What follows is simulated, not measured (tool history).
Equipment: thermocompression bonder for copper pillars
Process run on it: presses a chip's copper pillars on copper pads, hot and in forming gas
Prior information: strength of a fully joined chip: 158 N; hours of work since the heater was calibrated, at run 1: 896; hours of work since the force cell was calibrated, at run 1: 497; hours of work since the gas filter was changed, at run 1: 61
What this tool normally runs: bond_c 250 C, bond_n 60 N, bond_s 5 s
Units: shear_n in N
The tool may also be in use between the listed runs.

run	hour	bond_c	bond_n	bond_s	hours of work since the heater was calibrated	hours of work since the force cell was calibrated	hours of work since the gas filter was changed	shear_n
1	0.0	250	60	5	896	497	61	94.9
2	36.3	250	60	5	915	516	80	94.9
3	68.1	250	38	5	932	533	96	75.4
4	92.0	250	38	5	944	545	109	74.4
5	127.5	250	38	5	962	564	127	74.0
6	182.7	250	38	5	991	592	156	74.5
7	210.7	250	38	5	1006	607	170	74.6
8	247.0	250	39	5	1025	626	189	75.6
9	287.1	250	39	5	1045	647	210	74.8
10	324.3	250	39	5	1065	666	229	75.7
11	367.2	264	60	5	1087	688	252	104.7
# hour 390.7: forming gas filter changed
12	414.1	264	60	5	1111	712	12	108.0
13	451.9	250	60	5	1131	732	32	97.4
14	475.8	250	60	5	1143	744	44	97.3
15	511.2	278	60	5	1162	763	63	117.1
16	564.2	278	60	5	1189	790	90	119.0
17	594.4	241	37	6	1205	806	106	72.6
18	626.2	241	37	6	1221	823	122	72.3
19	681.2	238	60	5	1250	851	151	84.7
20	710.9	257	60	5	1265	867	166	102.0
21	756.5	257	60	5	1289	890	190	101.1
22	805.8	257	50	5	1315	916	216	92.4
23	838.3	270	50	5	1332	933	233	102.6
24	892.4	255	72	5	1360	961	261	108.7
# hour 900.9: forming gas filter changed
25	945.1	250	60	4	1387	988	23	92.9
# hour 951.1: force cell calibrated
26	987.4	276	54	8	1408	19	44	124.7
27	1042.8	276	59	4	1437	48	73	108.6
28	1072.5	251	59	6	1452	63	88	100.8
29	1127.8	250	37	4	1481	92	117	68.8
30	1168.7	250	37	4	1502	113	138	67.2

A few steps of shear_n between consecutive runs. Split each: what settings, incoming material and random variation would produce without the hidden state, and what is left over for the hidden state, along with gauge scatter present in only one of the two compared results (measured, and without hidden state):
Hidden state present: true temperature of the bond over the reading, C; force that reaches the chip, % of what is set; oxide that the forming gas leaves, % of the face; drift of the gauge itself on shear_n, %.
Run 11 -> 12: forming gas filter changed. shear_n +3.3 N: hidden state +3.7, all else -0.4.
Run 16 -> 17: bond_c 278 -> 241, bond_n 60 -> 37, bond_s 5 -> 6. shear_n -46.4 N: hidden state +0.8, all else -47.2.
Run 24 -> 25: bond_c 255 -> 250, bond_n 72 -> 60, bond_s 5 -> 4, forming gas filter changed. shear_n -15.8 N: hidden state +3.9, all else -19.7.
Run 25 -> 26: bond_c 250 -> 276, bond_n 60 -> 54, bond_s 4 -> 8, force cell calibrated. shear_n +31.8 N: hidden state -4.1, all else +35.9.
Run 28 -> 29: bond_c 251 -> 250, bond_n 59 -> 37, bond_s 6 -> 4. shear_n -32.0 N: hidden state -0.5, all else -31.5.
